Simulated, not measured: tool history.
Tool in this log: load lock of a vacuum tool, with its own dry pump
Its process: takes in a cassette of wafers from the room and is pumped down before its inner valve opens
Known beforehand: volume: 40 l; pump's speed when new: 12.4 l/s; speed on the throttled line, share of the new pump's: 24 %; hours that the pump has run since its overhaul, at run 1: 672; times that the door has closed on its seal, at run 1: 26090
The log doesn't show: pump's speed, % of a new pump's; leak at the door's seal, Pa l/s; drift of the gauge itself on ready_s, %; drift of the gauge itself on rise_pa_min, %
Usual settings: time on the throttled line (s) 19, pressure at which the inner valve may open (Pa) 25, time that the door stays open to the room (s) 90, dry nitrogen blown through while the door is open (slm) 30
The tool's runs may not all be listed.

run,hour,time on the throttled line (s),pressure at which the inner valve may open (Pa),time that the door stays open to the room (s),dry nitrogen blown through while the door is open (slm),hours that the pump has run since its overhaul,times that the door has closed on its seal,"incoming humidity of the room's air, %",time from the closed door until the inner valve may open (s),rise of the pressure with all valves shut (Pa/min)
1,0,19,25,90,30,672,26090,45,41.4,0.022
2,136.1,31,25,90,30,808,26698,45.9,50.8,0.02
3,421.7,31,25,90,30,1094,27973,48.4,49.4,0.021
4,687.8,31,25,90,30,1360,29162,45.1,50.9,0.018
5,939.4,31,25,90,30,1611,30285,46.6,50.6,0.022
6,1167,19,25,60,5,1839,31302,48.8,41.6,0.037
7,1448.2,13,18,153,22,2120,32558,45.9,38,0.041
# hour 1614.2: door's seal changed, seat wiped
8,1648.1,13,18,153,22,2318,151,46.4,37.9,0.032
9,1906.3,25,20,90,5,2577,1305,46.8,46.4,0.045
10,2204.5,25,20,90,5,2875,2636,43.4,46.9,0.036

Here are 3 independent what-if runs from the current tool condition. What would each one return?
A,2509.8,25,20,40,5,3180,4000,44.6,?,?
B,2509.8,12,25,110,30,3180,4000,48.4,?,?
C,2509.8,27,25,64,30,3180,4000,41.6,?,?

run,time from the closed door until the inner valve may open (s),rise of the pressure with all valves shut (Pa/min)
A,46.5,0.027
B,36.1,0.023
C,48.1,0.011
Had the tool no hidden state, the same runs would have come out as:
run,time from the closed door until the inner valve may open (s),rise of the pressure with all valves shut (Pa/min)
A,46.5,0.027
B,36.1,0.023
C,48,0.011

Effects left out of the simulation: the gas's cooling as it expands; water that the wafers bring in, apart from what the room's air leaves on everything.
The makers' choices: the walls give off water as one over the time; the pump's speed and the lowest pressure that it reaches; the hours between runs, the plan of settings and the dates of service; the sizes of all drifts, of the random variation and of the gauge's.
